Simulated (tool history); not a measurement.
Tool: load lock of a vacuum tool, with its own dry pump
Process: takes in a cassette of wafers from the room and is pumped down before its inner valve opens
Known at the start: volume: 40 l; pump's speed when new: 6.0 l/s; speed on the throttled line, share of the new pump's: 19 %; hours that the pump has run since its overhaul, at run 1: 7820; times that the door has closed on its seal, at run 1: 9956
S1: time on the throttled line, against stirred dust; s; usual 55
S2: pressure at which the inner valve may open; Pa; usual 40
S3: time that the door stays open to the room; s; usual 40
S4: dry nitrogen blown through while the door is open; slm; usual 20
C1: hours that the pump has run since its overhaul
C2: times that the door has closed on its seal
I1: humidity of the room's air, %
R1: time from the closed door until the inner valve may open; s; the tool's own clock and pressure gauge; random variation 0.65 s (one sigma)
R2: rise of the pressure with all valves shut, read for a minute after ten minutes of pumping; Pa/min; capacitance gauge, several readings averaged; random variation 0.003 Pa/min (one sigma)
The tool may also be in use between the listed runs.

run    hour  S1  S2   S3  S4    C1     C2    I1     R1     R2
  1       0  55  40   40  20  7820   9956  41.9   96.1  0.011
  2   234.4  55  40   40  20  8055  10297  48.9   95.2  0.011
  3   377.1  55  40   40  20  8198  10505  45.9   97.2  0.011
  4   588.9  55  40   40  20  8409  10813  44.5   96.3  0.012
  5   792.6  55  40   40  20  8613  11110  43.1   97.2  0.007
  6  1001.3  55  40   40  20  8822  11414  44.2   96.6  0.015
  7  1160.1  55  40   40  20  8981  11645  47.7   96.8  0.011
  8    1269  55  40   40  20  9089  11804  48.5   96.3  0.011
     1339.4  -- dry pump taken out, an overhauled one fitted
  9  1472.8  55  40   40  20   133  12091  44.6   96.9  0.013
 10  1600.8  55  40  197  20   261  12278  47.1   96.1  0.021
 11  1787.9  55  40  197  20   448  12550  43.2   95.6  0.014
 12  1995.9  31  55  150  14   656  12853    46   74.1  0.023
 13    2130  31  55  150   8   791  13048  44.6   74.1  0.021
 14  2257.8  46  55  150   9   918  13235  46.5     87  0.025
 15  2371.6  46  55   73  21  1032  13400  44.9   87.8  0.013
 16  2531.2  98  29   44   7  1192  13633  45.3  133.9  0.018
 17  2718.6  55  58   40  34  1379  13905  46.2   93.3  0.011
 18    2893  67  67   30   6  1554  14159  42.1  102.6  0.016
 19  3077.7  67  67   30   6  1738  14428  48.8    103   0.02

Forecast each of these 5 alternatives for the next run:
  A  3292.9  107  67   67   6  1953  14741  42.1   ?   ?
  B  3292.9   55  46   40  12  1953  14741  41.7   ?   ?
  C  3292.9   67  67   27   6  1953  14741  47.1   ?   ?
  D  3292.9   67  67  131   6  1953  14741    42   ?   ?
  E  3292.9   55  40   89  20  1953  14741    44   ?   ?

run     R1     R2
  A  134.8  0.021
  B   96.3  0.005
  C  102.6   0.02
  D  102.7  0.028
  E   95.7  0.015
Without the tool's hidden state the same runs would have given:
run     R1     R2
  A  134.7   0.02
  B   96.3  0.004
  C  102.6  0.019
  D  102.7  0.027
  E   95.7  0.014
